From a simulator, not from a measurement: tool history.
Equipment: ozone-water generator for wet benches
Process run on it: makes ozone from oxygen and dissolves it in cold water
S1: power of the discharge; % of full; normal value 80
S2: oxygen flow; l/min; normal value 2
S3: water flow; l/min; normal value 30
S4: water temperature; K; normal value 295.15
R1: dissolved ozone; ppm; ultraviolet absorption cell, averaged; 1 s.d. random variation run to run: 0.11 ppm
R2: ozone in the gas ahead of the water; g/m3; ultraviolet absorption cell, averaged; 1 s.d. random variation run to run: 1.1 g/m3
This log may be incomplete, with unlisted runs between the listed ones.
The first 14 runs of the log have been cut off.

run    hour  S1    S2  S3      S4    R1     R2
 15  1159.5  80     2  30  300.15   5.6  149.6
 16  1233.2  80     2  30  300.15   5.6  148.4
 17  1354.5  80     2  30  300.15   5.5  150.1
 18  1462.1  51     2  30  297.15   4.2  115.4
 19  1570.6  80     2  35  292.15     5  146.6
 20  1685.2  80     2  35  292.15   4.8  146.5
 21  1813.6  97     2  35  297.15   5.2  161.6
 22  1868.1  97  2.85  21  295.15     9  128.4
 23    1944  60  2.96  21  295.15   7.1   97.2
     1970.6  -- electrodes of the discharge changed
 24  2080.2  60  2.96  21  295.15   8.5  122.5
     2117.6  -- contactor cleaned
 25  2193.7  48     2  30  298.15   5.2  131.4
 26  2254.9  48     2  30  298.15   5.1  131.4
 27  2352.2  48     2  30  289.15   5.4  131.4
 28  2456.6  48     2  30  289.15   5.1    131
 29  2521.7  90     2  22  288.15  11.4  203.6
 30  2627.2  90     2  22  288.15  11.3  204.9
 31  2718.5  50  1.47  22  296.15   6.6  160.1
 32  2841.5  46     2  36  295.15     4  125.7

Below are 5 alternative next runs, each starting from the tool's condition after run 32. Predict each:
  A  2931.5  46   2  23  289.15   ?   ?
  B  2931.5  80   2  43  295.15   ?   ?
  C  2931.5  46   2  33  295.15   ?   ?
  D  2931.5  80   2  25  301.15   ?   ?
  E  2931.5  82   2  23  295.15   ?   ?

run   R1     R2
  A  6.5  125.8
  B  4.9  184.4
  C  4.5  125.5
  D  8.2  184.1
  E  9.5  188.3
Had the tool no hidden state, the same runs would have come out as:
run   R1     R2
  A  6.7  128.2
  B  5.1  189.9
  C  4.7  127.9
  D  8.6  189.7
  E  9.9    194
